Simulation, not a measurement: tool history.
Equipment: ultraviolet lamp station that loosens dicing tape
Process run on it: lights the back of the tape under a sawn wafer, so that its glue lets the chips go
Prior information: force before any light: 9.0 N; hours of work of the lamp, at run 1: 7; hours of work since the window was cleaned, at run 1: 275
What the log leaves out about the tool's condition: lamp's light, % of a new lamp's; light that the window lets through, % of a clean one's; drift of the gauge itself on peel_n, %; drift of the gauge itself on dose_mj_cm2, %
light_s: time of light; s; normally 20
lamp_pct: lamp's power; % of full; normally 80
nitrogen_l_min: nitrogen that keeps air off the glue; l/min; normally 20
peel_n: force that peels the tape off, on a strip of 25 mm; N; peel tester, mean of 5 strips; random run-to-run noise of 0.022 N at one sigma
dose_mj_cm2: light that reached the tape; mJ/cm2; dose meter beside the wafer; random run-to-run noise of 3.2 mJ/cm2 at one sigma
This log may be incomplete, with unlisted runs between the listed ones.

run	hour	light_s	lamp_pct	nitrogen_l_min	hours of work of the lamp	hours of work since the window was cleaned	peel_n	dose_mj_cm2
1	0.0	20	80	20	7	275	1.238	476
2	13.4	20	80	20	16	284	1.253	476
3	23.6	20	80	20	24	291	1.211	473
4	38.0	20	61	20	34	301	1.937	353
5	45.8	20	61	20	39	307	1.985	358
6	58.8	20	61	20	48	316	1.956	353
7	73.1	20	61	20	58	326	2.003	348
8	80.3	20	61	20	63	331	2.015	353
9	93.1	20	61	20	72	340	2.034	350
10	105.4	20	61	20	81	348	1.989	352
11	112.6	20	61	20	86	353	2.058	353
12	126.4	20	80	20	95	363	1.289	457
13	133.3	20	80	20	100	368	1.278	454
14	144.6	20	80	20	108	376	1.358	459
15	158.5	20	80	20	118	385	1.351	453
16	170.6	35	62	22	126	394	0.662	616
17	182.9	20	80	31	135	402	1.024	451

What does the tool deliver on the next run?
18	190.1	17	80	37	140	407	?	?

peel_n: 1.236 N
dose_mj_cm2: 376 mJ/cm2
Without the tool's hidden state the same run would have given peel_n 0.978 N, dose_mj_cm2 425 mJ/cm2.

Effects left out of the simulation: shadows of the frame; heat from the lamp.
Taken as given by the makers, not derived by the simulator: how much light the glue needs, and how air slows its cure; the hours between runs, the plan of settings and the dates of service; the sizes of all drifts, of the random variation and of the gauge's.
